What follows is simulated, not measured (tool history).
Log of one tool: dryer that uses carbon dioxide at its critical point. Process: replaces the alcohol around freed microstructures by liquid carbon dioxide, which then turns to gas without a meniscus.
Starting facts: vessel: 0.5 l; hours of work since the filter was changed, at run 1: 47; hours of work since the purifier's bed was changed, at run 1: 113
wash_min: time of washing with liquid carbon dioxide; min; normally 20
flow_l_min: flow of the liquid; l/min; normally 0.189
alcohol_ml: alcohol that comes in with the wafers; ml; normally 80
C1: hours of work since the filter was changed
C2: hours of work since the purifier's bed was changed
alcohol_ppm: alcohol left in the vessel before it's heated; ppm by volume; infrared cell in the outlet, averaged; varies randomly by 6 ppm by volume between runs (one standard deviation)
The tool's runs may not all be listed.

{"run": 1, "hour": 0.0, "wash_min": 20, "flow_l_min": 0.189, "alcohol_ml": 80, "C1": 47, "C2": 113, "alcohol_ppm": 245}
{"run": 2, "hour": 11.5, "wash_min": 20, "flow_l_min": 0.189, "alcohol_ml": 33, "C1": 52, "C2": 118, "alcohol_ppm": 102}
{"run": 3, "hour": 19.5, "wash_min": 20, "flow_l_min": 0.189, "alcohol_ml": 33, "C1": 55, "C2": 121, "alcohol_ppm": 108}
{"run": 4, "hour": 25.7, "wash_min": 20, "flow_l_min": 0.122, "alcohol_ml": 33, "C1": 57, "C2": 123, "alcohol_ppm": 1048}
{"run": 5, "hour": 33.2, "wash_min": 20, "flow_l_min": 0.122, "alcohol_ml": 68, "C1": 60, "C2": 126, "alcohol_ppm": 2207}
{"run": 6, "hour": 39.7, "wash_min": 20, "flow_l_min": 0.122, "alcohol_ml": 68, "C1": 62, "C2": 128, "alcohol_ppm": 2204}
{"run": 7, "hour": 51.9, "wash_min": 20, "flow_l_min": 0.143, "alcohol_ml": 68, "C1": 67, "C2": 133, "alcohol_ppm": 1071}
{"run": 8, "hour": 60.0, "wash_min": 20, "flow_l_min": 0.143, "alcohol_ml": 68, "C1": 70, "C2": 136, "alcohol_ppm": 1051}
{"run": 9, "hour": 72.3, "wash_min": 20, "flow_l_min": 0.143, "alcohol_ml": 68, "C1": 75, "C2": 141, "alcohol_ppm": 1069}
{"run": 10, "hour": 80.9, "wash_min": 20, "flow_l_min": 0.189, "alcohol_ml": 80, "C1": 78, "C2": 144, "alcohol_ppm": 251}
{"run": 11, "hour": 90.2, "wash_min": 20, "flow_l_min": 0.189, "alcohol_ml": 80, "C1": 82, "C2": 148, "alcohol_ppm": 272}
{"run": 12, "hour": 100.4, "wash_min": 20, "flow_l_min": 0.189, "alcohol_ml": 80, "C1": 86, "C2": 152, "alcohol_ppm": 265}
{"run": 13, "hour": 107.7, "wash_min": 20, "flow_l_min": 0.189, "alcohol_ml": 80, "C1": 88, "C2": 154, "alcohol_ppm": 260}
{"run": 14, "hour": 116.2, "wash_min": 22, "flow_l_min": 0.189, "alcohol_ml": 48, "C1": 92, "C2": 158, "alcohol_ppm": 91}
{"run": 15, "hour": 123.9, "wash_min": 22, "flow_l_min": 0.189, "alcohol_ml": 48, "C1": 95, "C2": 161, "alcohol_ppm": 93}
{"run": 16, "hour": 130.6, "wash_min": 15, "flow_l_min": 0.238, "alcohol_ml": 87, "C1": 97, "C2": 163, "alcohol_ppm": 375}
{"run": 17, "hour": 141.0, "wash_min": 15, "flow_l_min": 0.238, "alcohol_ml": 87, "C1": 101, "C2": 167, "alcohol_ppm": 365}
{"run": 18, "hour": 150.1, "wash_min": 29, "flow_l_min": 0.195, "alcohol_ml": 92, "C1": 105, "C2": 171, "alcohol_ppm": 27}
{"run": 19, "hour": 155.5, "wash_min": 29, "flow_l_min": 0.195, "alcohol_ml": 92, "C1": 107, "C2": 173, "alcohol_ppm": 26}
{"run": 20, "hour": 166.7, "wash_min": 13, "flow_l_min": 0.318, "alcohol_ml": 110, "C1": 111, "C2": 177, "alcohol_ppm": 166}
{"run": 21, "hour": 175.0, "wash_min": 20, "flow_l_min": 0.154, "alcohol_ml": 73, "C1": 114, "C2": 180, "alcohol_ppm": 841}
{"run": 22, "hour": 181.3, "wash_min": 20, "flow_l_min": 0.12, "alcohol_ml": 73, "C1": 117, "C2": 182, "alcohol_ppm": 2733}
{"run": 23, "hour": 187.0, "wash_min": 20, "flow_l_min": 0.12, "alcohol_ml": 39, "C1": 119, "C2": 185, "alcohol_ppm": 1433}
{"run": 24, "hour": 198.5, "wash_min": 20, "flow_l_min": 0.248, "alcohol_ml": 88, "C1": 123, "C2": 189, "alcohol_ppm": 60}
{"run": 25, "hour": 206.2, "wash_min": 20, "flow_l_min": 0.248, "alcohol_ml": 88, "C1": 126, "C2": 192, "alcohol_ppm": 50}

Alternative continuations, all from the tool just after run 25; predict every row:
{"run": "A", "hour": 214.8, "wash_min": 17, "flow_l_min": 0.189, "alcohol_ml": 80, "C1": 129, "C2": 195, "alcohol_ppm": "?"}
{"run": "B", "hour": 214.8, "wash_min": 26, "flow_l_min": 0.138, "alcohol_ml": 108, "C1": 129, "C2": 195, "alcohol_ppm": "?"}
{"run": "C", "hour": 214.8, "wash_min": 12, "flow_l_min": 0.28, "alcohol_ml": 42, "C1": 129, "C2": 195, "alcohol_ppm": "?"}
{"run": "D", "hour": 214.8, "wash_min": 20, "flow_l_min": 0.13, "alcohol_ml": 88, "C1": 129, "C2": 195, "alcohol_ppm": "?"}

run=A alcohol_ppm=689
run=B alcohol_ppm=563
run=C alcohol_ppm=265
run=D alcohol_ppm=2289
With the hidden condition removed and each run's random variation left untouched, the same runs would have given:
run=A alcohol_ppm=565
run=B alcohol_ppm=450
run=C alcohol_ppm=208
run=D alcohol_ppm=1975

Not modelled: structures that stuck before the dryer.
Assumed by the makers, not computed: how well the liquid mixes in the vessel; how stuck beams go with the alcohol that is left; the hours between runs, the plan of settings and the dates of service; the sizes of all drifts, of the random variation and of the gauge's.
